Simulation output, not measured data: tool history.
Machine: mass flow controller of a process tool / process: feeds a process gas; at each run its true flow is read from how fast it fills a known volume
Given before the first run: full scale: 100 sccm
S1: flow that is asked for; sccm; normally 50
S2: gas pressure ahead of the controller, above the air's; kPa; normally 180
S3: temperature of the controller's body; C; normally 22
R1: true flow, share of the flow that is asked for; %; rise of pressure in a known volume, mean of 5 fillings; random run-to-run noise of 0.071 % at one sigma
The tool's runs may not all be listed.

run	hour	S1	S2	S3	R1
1	0.0	50	180	22	99.65
2	327.6	50	180	22	99.70
3	546.3	50	180	22	99.88
4	773.6	50	207	22	99.68
5	1048.3	50	207	22	99.85
6	1353.1	50	207	22	99.84
7	1701.5	70	180	22	100.34
8	1907.1	70	180	22	100.45
9	2131.1	70	180	22	100.50
10	2314.8	70	180	22	100.48
11	2562.0	70	180	22	100.70
12	2721.5	28	180	22	100.06
13	2970.7	50	180	22	100.34
14	3166.8	50	180	22	100.39
15	3342.5	50	201	22	100.43
16	3526.5	50	150	22	100.68
17	3779.3	50	150	22	100.68
18	4007.8	50	150	22	100.92
19	4349.4	50	180	22	100.72
20	4563.1	50	180	22	100.78
21	4846.8	50	180	22	100.80
# hour 4882.5: controller's zero set anew
22	5075.2	50	180	22	100.86
23	5413.0	50	180	22	101.00
24	5575.7	50	180	40	99.56
25	5802.6	50	180	40	99.57
26	6023.5	50	180	40	99.59
27	6291.3	20	180	23	100.62
28	6446.5	41	157	23	101.23
# hour 6565.0: gauge calibrated
29	6728.6	60	157	27	99.42
30	7056.2	60	157	27	99.55
31	7354.6	60	157	27	99.79
32	7662.2	34	157	21	99.87
33	7829.4	34	157	21	99.85
34	8074.0	34	157	21	99.89
35	8263.3	34	157	21	100.13
36	8601.1	34	166	35	98.84
37	8745.5	19	274	22	99.32
38	8926.9	50	180	20	100.43
39	9163.3	64	226	27	99.92
40	9453.0	56	198	24	100.10
41	9612.2	52	258	24	99.99
# hour 9636.0: gauge calibrated
42	9869.7	59	258	29	98.85
43	10138.8	59	237	23	99.58
44	10411.7	84	266	22	100.00

3 ways to go on from here, each from the tool as it stands after run 44. What would each give?
A	10664.7	15	145	35	?
B	10664.7	74	180	22	?
C	10664.7	22	266	24	?

run	R1
A	98.44
B	100.25
C	98.92
The same runs, with their run-to-run variation unchanged, on a tool lacking any hidden condition would have given:
run	R1
A	98.21
B	99.98
C	98.68
